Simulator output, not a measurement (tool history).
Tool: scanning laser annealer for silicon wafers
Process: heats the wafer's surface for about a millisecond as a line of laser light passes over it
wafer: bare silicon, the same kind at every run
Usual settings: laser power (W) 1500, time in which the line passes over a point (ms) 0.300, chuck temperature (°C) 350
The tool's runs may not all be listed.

| run | hour | laser power (W) | time in which the line passes over a point (ms) | chuck temperature (°C) | highest temperature of the surface (°C) |
|---|---|---|---|---|---|
| 1 | 0.0 | 1500 | 0.300 | 350 | 1154 |
| 2 | 44.1 | 1425 | 0.300 | 350 | 1108 |
| 3 | 114.1 | 1425 | 0.300 | 350 | 1101 |
| 4 | 197.8 | 1500 | 0.300 | 350 | 1142 |
| 5 | 239.2 | 1500 | 0.300 | 324 | 1121 |
| 6 | 288.2 | 1500 | 0.300 | 324 | 1119 |
| 7 | 381.2 | 1500 | 0.300 | 324 | 1111 |
|  | 421.3 | window over the wafer cleaned |
| 8 | 462.9 | 1500 | 0.300 | 324 | 1136 |
| 9 | 518.4 | 1500 | 0.300 | 324 | 1135 |
| 10 | 577.5 | 1500 | 0.300 | 341 | 1151 |
| 11 | 648.7 | 1500 | 0.300 | 341 | 1146 |
|  | 659.5 | optics aligned, line set to its width |
| 12 | 698.9 | 1500 | 0.300 | 341 | 1162 |
| 13 | 793.0 | 1500 | 0.300 | 386 | 1203 |
| 14 | 834.6 | 1500 | 0.300 | 350 | 1162 |
| 15 | 922.8 | 1500 | 0.300 | 350 | 1162 |
| 16 | 964.2 | 1500 | 0.284 | 350 | 1138 |
| 17 | 1006.3 | 1500 | 0.284 | 388 | 1173 |
| 18 | 1058.6 | 1500 | 0.216 | 350 | 1020 |
| 19 | 1128.3 | 1500 | 0.216 | 350 | 1020 |
| 20 | 1185.3 | 1500 | 0.216 | 350 | 1016 |
| 21 | 1257.9 | 1500 | 0.300 | 350 | 1145 |
| 22 | 1310.9 | 1646 | 0.226 | 351 | 1106 |
| 23 | 1372.2 | 1646 | 0.226 | 351 | 1104 |
| 24 | 1463.3 | 1646 | 0.226 | 351 | 1098 |
|  | 1496.6 | window over the wafer cleaned |
| 25 | 1527.4 | 1646 | 0.226 | 351 | 1122 |
| 26 | 1621.0 | 1646 | 0.226 | 351 | 1116 |
| 27 | 1679.5 | 1646 | 0.226 | 351 | 1118 |
| 28 | 1761.7 | 1646 | 0.226 | 351 | 1113 |
| 29 | 1804.8 | 1646 | 0.226 | 351 | 1114 |
| 30 | 1876.8 | 1512 | 0.228 | 352 | 1044 |
| 31 | 1935.6 | 1502 | 0.228 | 352 | 1039 |
| 32 | 2004.0 | 1295 | 0.321 | 350 | 1054 |
| 33 | 2053.4 | 1500 | 0.372 | 313 | 1213 |
| 34 | 2111.2 | 1500 | 0.255 | 350 | 1074 |
| 35 | 2187.0 | 1614 | 0.300 | 350 | 1209 |
| 36 | 2275.2 | 1602 | 0.300 | 350 | 1199 |
| 37 | 2368.9 | 1349 | 0.300 | 378 | 1073 |
| 38 | 2409.5 | 1501 | 0.300 | 315 | 1097 |
| 39 | 2451.7 | 1500 | 0.362 | 335 | 1202 |
| 40 | 2545.8 | 1500 | 0.362 | 335 | 1197 |
|  | 2567.2 | window over the wafer cleaned |
| 41 | 2602.2 | 1621 | 0.379 | 368 | 1369 |

Hidden state or all else? Some run-to-run changes of highest temperature of the surface (°C), split into what the settings, what came in and random variation would give without the hidden state, and what is left for the hidden state (with any gauge scatter that isn't in both results):
The hidden state here: light that passes the window, % of a clean one's; laser's true power over the reading, %; width of the line over the set one, %; drift of the gauge itself on peak_c, C.
Run 7 -> 8: window over the wafer cleaned. highest temperature of the surface (°C) +25: hidden state +24, all else +1.
Run 17 -> 18: time in which the line passes over a point (ms) 0.284 -> 0.216, chuck temperature (°C) 388 -> 350. highest temperature of the surface (°C) -153: hidden state +3, all else -156.
Run 24 -> 25: window over the wafer cleaned. highest temperature of the surface (°C) +24: hidden state +24, all else +0.
Run 32 -> 33: laser power (W) 1295 -> 1500, time in which the line passes over a point (ms) 0.321 -> 0.372, chuck temperature (°C) 350 -> 313. highest temperature of the surface (°C) +159: hidden state -15, all else +174.
Run 40 -> 41: laser power (W) 1500 -> 1621, time in which the line passes over a point (ms) 0.362 -> 0.379, chuck temperature (°C) 335 -> 368, window over the wafer cleaned. highest temperature of the surface (°C) +172: hidden state +24, all else +148.
